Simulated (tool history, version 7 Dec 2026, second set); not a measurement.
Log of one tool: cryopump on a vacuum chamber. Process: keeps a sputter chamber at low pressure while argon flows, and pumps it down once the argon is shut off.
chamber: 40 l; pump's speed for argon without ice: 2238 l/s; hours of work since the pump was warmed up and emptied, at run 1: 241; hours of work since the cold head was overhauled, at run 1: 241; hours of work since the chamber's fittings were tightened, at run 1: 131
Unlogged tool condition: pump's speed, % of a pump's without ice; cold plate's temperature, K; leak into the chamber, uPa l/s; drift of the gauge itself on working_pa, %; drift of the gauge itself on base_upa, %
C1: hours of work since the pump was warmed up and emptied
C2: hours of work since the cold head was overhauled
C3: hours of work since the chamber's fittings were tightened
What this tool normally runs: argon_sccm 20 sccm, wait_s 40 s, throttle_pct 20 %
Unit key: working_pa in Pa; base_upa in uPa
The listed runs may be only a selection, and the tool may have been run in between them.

run 1 hour=0 | argon_sccm=20 wait_s=40 throttle_pct=20 | C1=241 C2=241 C3=131 | working_pa=0.0757 base_upa=0.68
run 2 hour=13.9 | argon_sccm=20 wait_s=40 throttle_pct=20 | C1=250 C2=250 C3=140 | working_pa=0.0764 base_upa=0.67
run 3 hour=21.5 | argon_sccm=20 wait_s=40 throttle_pct=21 | C1=255 C2=255 C3=145 | working_pa=0.072 base_upa=0.68
run 4 hour=29.8 | argon_sccm=20 wait_s=40 throttle_pct=30 | C1=260 C2=260 C3=150 | working_pa=0.0513 base_upa=0.66
run 5 hour=37 | argon_sccm=20 wait_s=40 throttle_pct=20 | C1=265 C2=265 C3=154 | working_pa=0.0759 base_upa=0.71
run 6 hour=50.3 | argon_sccm=20 wait_s=40 throttle_pct=20 | C1=273 C2=273 C3=163 | working_pa=0.0763 base_upa=0.66
run 7 hour=65.6 | argon_sccm=20 wait_s=40 throttle_pct=20 | C1=283 C2=283 C3=173 | working_pa=0.077 base_upa=0.65
run 8 hour=77.1 | argon_sccm=13 wait_s=40 throttle_pct=20 | C1=290 C2=290 C3=180 | working_pa=0.0493 base_upa=0.73
run 9 hour=86 | argon_sccm=20 wait_s=40 throttle_pct=20 | C1=296 C2=296 C3=186 | working_pa=0.0774 base_upa=0.66
run 10 hour=95.2 | argon_sccm=20 wait_s=40 throttle_pct=20 | C1=302 C2=302 C3=192 | working_pa=0.0774 base_upa=0.71
run 11 hour=110.8 | argon_sccm=19 wait_s=40 throttle_pct=20 | C1=312 C2=312 C3=202 | working_pa=0.0727 base_upa=0.71
run 12 hour=121.7 | argon_sccm=19 wait_s=40 throttle_pct=20 | C1=319 C2=319 C3=208 | working_pa=0.0735 base_upa=0.69
run 13 hour=129.5 | argon_sccm=19 wait_s=40 throttle_pct=20 | C1=324 C2=324 C3=213 | working_pa=0.0731 base_upa=0.69
run 14 hour=136.5 | argon_sccm=19 wait_s=40 throttle_pct=20 | C1=328 C2=328 C3=218 | working_pa=0.0731 base_upa=0.65
run 15 hour=146.5 | argon_sccm=19 wait_s=40 throttle_pct=20 | C1=335 C2=335 C3=224 | working_pa=0.0734 base_upa=0.69
run 16 hour=159.5 | argon_sccm=19 wait_s=40 throttle_pct=20 | C1=343 C2=343 C3=233 | working_pa=0.0729 base_upa=0.66
run 17 hour=171.8 | argon_sccm=11 wait_s=40 throttle_pct=20 | C1=351 C2=351 C3=240 | working_pa=0.042 base_upa=0.7
run 18 hour=186.2 | argon_sccm=11 wait_s=40 throttle_pct=20 | C1=360 C2=360 C3=250 | working_pa=0.0423 base_upa=0.71
run 19 hour=196.2 | argon_sccm=26 wait_s=140 throttle_pct=45 | C1=366 C2=366 C3=256 | working_pa=0.0454 base_upa=0.33
run 20 hour=207.6 | argon_sccm=11 wait_s=116 throttle_pct=37 | C1=374 C2=374 C3=263 | working_pa=0.0233 base_upa=0.39
run 21 hour=215.4 | argon_sccm=11 wait_s=116 throttle_pct=37 | C1=379 C2=379 C3=268 | working_pa=0.0234 base_upa=0.37
run 22 hour=225.2 | argon_sccm=32 wait_s=116 throttle_pct=32 | C1=385 C2=385 C3=275 | working_pa=0.079 base_upa=0.31
run 23 hour=240 | argon_sccm=20 wait_s=129 throttle_pct=20 | C1=394 C2=394 C3=284 | working_pa=0.0771 base_upa=0.38
run 24 hour=252.6 | argon_sccm=20 wait_s=129 throttle_pct=20 | C1=402 C2=402 C3=292 | working_pa=0.0764 base_upa=0.43
run 25 hour=259.1 | argon_sccm=20 wait_s=129 throttle_pct=20 | C1=407 C2=407 C3=296 | working_pa=0.0776 base_upa=0.35
run 26 hour=274.2 | argon_sccm=20 wait_s=129 throttle_pct=20 | C1=416 C2=416 C3=306 | working_pa=0.0774 base_upa=0.36
run 27 hour=289.4 | argon_sccm=20 wait_s=129 throttle_pct=20 | C1=426 C2=426 C3=315 | working_pa=0.0772 base_upa=0.39
run 28 hour=303 | argon_sccm=34 wait_s=165 throttle_pct=20 | C1=435 C2=435 C3=324 | working_pa=0.1316 base_upa=0.35
run 29 hour=311.7 | argon_sccm=34 wait_s=165 throttle_pct=20 | C1=440 C2=440 C3=330 | working_pa=0.1305 base_upa=0.32
run 30 hour=325.2 | argon_sccm=25 wait_s=40 throttle_pct=20 | C1=449 C2=449 C3=338 | working_pa=0.0967 base_upa=0.74
run 31 hour=340.3 | argon_sccm=11 wait_s=40 throttle_pct=44 | C1=458 C2=458 C3=348 | working_pa=0.019 base_upa=0.73
run 32 hour=352.8 | argon_sccm=11 wait_s=40 throttle_pct=44 | C1=466 C2=466 C3=356 | working_pa=0.0199 base_upa=0.75
run 33 hour=359.9 | argon_sccm=16 wait_s=40 throttle_pct=25 | C1=471 C2=471 C3=360 | working_pa=0.05 base_upa=0.72
run 34 hour=370.8 | argon_sccm=11 wait_s=40 throttle_pct=25 | C1=478 C2=478 C3=367 | working_pa=0.0346 base_upa=0.73
run 35 hour=382.9 | argon_sccm=20 wait_s=33 throttle_pct=20 | C1=486 C2=486 C3=375 | working_pa=0.0771 base_upa=0.87

3 ways to go on from here, each from the tool as it stands after run 35. What would each give?
run A hour=392.9 | argon_sccm=11 wait_s=193 throttle_pct=20 | C1=492 C2=492 C3=382 | working_pa=? base_upa=?
run B hour=392.9 | argon_sccm=20 wait_s=40 throttle_pct=24 | C1=492 C2=492 C3=382 | working_pa=? base_upa=?
run C hour=392.9 | argon_sccm=20 wait_s=33 throttle_pct=34 | C1=492 C2=492 C3=382 | working_pa=? base_upa=?

run=A working_pa=0.0424 base_upa=0.31
run=B working_pa=0.0638 base_upa=0.74
run=C working_pa=0.046 base_upa=0.81
The same runs, with their run-to-run variation unchanged, on a tool lacking any hidden condition would have given:
run=A working_pa=0.0414 base_upa=0.22
run=B working_pa=0.062 base_upa=0.65
run=C working_pa=0.0442 base_upa=0.72
